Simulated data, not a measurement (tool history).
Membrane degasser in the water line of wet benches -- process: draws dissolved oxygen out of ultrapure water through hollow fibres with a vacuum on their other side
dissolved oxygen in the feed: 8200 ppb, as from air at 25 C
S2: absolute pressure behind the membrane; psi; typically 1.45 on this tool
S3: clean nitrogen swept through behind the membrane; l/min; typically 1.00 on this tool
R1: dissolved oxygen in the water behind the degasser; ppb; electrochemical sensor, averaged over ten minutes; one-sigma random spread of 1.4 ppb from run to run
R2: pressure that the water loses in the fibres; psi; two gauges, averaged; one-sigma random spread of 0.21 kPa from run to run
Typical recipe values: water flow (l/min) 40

run 1 hour=0.0 | water_flow_(l/min)=40 S2=1.45 S3=1.00 | R1=525.9 R2=7.645
run 2 hour=102.1 | water_flow_(l/min)=30 S2=1.45 S3=1.00 | R1=419.6 R2=5.719
run 3 hour=167.0 | water_flow_(l/min)=40 S2=1.45 S3=2.06 | R1=291.3 R2=7.613
run 4 hour=240.1 | water_flow_(l/min)=40 S2=1.45 S3=2.06 | R1=293.0 R2=7.654
-- hour=283.9 seals of the vacuum lines changed
run 5 hour=397.5 | water_flow_(l/min)=40 S2=1.45 S3=2.06 | R1=291.6 R2=7.657
run 6 hour=501.4 | water_flow_(l/min)=40 S2=1.45 S3=2.06 | R1=292.6 R2=7.604
run 7 hour=640.2 | water_flow_(l/min)=40 S2=1.45 S3=2.06 | R1=294.1 R2=7.667
run 8 hour=795.3 | water_flow_(l/min)=40 S2=1.45 S3=2.06 | R1=294.0 R2=7.658
run 9 hour=940.0 | water_flow_(l/min)=40 S2=1.45 S3=2.06 | R1=295.1 R2=7.658
run 10 hour=1037.8 | water_flow_(l/min)=40 S2=1.45 S3=1.00 | R1=527.6 R2=7.691
run 11 hour=1114.3 | water_flow_(l/min)=40 S2=1.45 S3=1.00 | R1=529.5 R2=7.683
run 12 hour=1221.6 | water_flow_(l/min)=40 S2=1.45 S3=1.00 | R1=529.6 R2=7.677
run 13 hour=1306.5 | water_flow_(l/min)=40 S2=1.45 S3=1.00 | R1=529.4 R2=7.712
run 14 hour=1440.8 | water_flow_(l/min)=30 S2=1.45 S3=1.00 | R1=422.9 R2=5.751
run 15 hour=1508.1 | water_flow_(l/min)=30 S2=1.45 S3=1.00 | R1=423.6 R2=5.725
run 16 hour=1667.1 | water_flow_(l/min)=30 S2=1.45 S3=1.00 | R1=422.4 R2=5.787
run 17 hour=1757.6 | water_flow_(l/min)=30 S2=1.45 S3=1.00 | R1=424.9 R2=5.797
run 18 hour=1904.9 | water_flow_(l/min)=30 S2=1.45 S3=1.00 | R1=425.8 R2=5.831
run 19 hour=1983.1 | water_flow_(l/min)=48 S2=2.94 S3=0.43 | R1=2302.8 R2=9.221
run 20 hour=2068.7 | water_flow_(l/min)=48 S2=2.94 S3=0.43 | R1=2308.0 R2=9.226
run 21 hour=2183.2 | water_flow_(l/min)=58 S2=1.07 S3=0.83 | R1=534.5 R2=11.124
run 22 hour=2261.2 | water_flow_(l/min)=48 S2=1.55 S3=0.43 | R1=1160.6 R2=9.306
run 23 hour=2402.8 | water_flow_(l/min)=40 S2=1.74 S3=2.92 | R1=281.5 R2=7.741
run 24 hour=2478.0 | water_flow_(l/min)=30 S2=1.74 S3=2.92 | R1=214.3 R2=5.786
run 25 hour=2622.4 | water_flow_(l/min)=27 S2=1.10 S3=0.89 | R1=290.7 R2=5.247
run 26 hour=2780.9 | water_flow_(l/min)=27 S2=1.10 S3=0.89 | R1=289.6 R2=5.216
run 27 hour=2879.1 | water_flow_(l/min)=35 S2=1.91 S3=0.54 | R1=1078.5 R2=6.788
run 28 hour=2962.9 | water_flow_(l/min)=40 S2=1.45 S3=2.35 | R1=267.5 R2=7.797
run 29 hour=3072.3 | water_flow_(l/min)=40 S2=1.13 S3=1.00 | R1=380.4 R2=7.738
run 30 hour=3152.8 | water_flow_(l/min)=55 S2=2.60 S3=1.39 | R1=1081.8 R2=10.639
run 31 hour=3268.4 | water_flow_(l/min)=55 S2=1.86 S3=0.73 | R1=1161.0 R2=10.760
run 32 hour=3419.3 | water_flow_(l/min)=55 S2=1.86 S3=0.73 | R1=1157.7 R2=10.633

For some of the steps in R1 from one run to the next: how much would appear even if the tool had no hidden state, given the settings, what came in and random variation, and how much remains for the hidden state plus any gauge scatter that the measured result and the result without hidden state don't share?
What the log doesn't record here: membrane still open, %; true pressure behind the membrane over the reading, kPa; air that leaks in behind the membrane, l/min; drift of the gauge itself on oxygen_ppb, %; drift of the gauge itself on loss_of_pressure_kpa, %.
Run 18 -> 19: water flow (l/min) 30 -> 48, S2 1.45 -> 2.94, S3 1.00 -> 0.43. R1 +1877.0 ppb: hidden state +7.5, all else +1869.5.
Run 20 -> 21: water flow (l/min) 48 -> 58, S2 2.94 -> 1.07, S3 0.43 -> 0.83. R1 -1773.5 ppb: hidden state +8.5, all else -1782.0.
Run 22 -> 23: water flow (l/min) 48 -> 40, S2 1.55 -> 1.74, S3 0.43 -> 2.92. R1 -879.1 ppb: hidden state -21.4, all else -857.7.
Run 27 -> 28: water flow (l/min) 35 -> 40, S2 1.91 -> 1.45, S3 0.54 -> 2.35. R1 -811.0 ppb: hidden state -13.2, all else -797.8.
Run 30 -> 31: S2 2.60 -> 1.86, S3 1.39 -> 0.73. R1 +79.2 ppb: hidden state +11.0, all else +68.2.

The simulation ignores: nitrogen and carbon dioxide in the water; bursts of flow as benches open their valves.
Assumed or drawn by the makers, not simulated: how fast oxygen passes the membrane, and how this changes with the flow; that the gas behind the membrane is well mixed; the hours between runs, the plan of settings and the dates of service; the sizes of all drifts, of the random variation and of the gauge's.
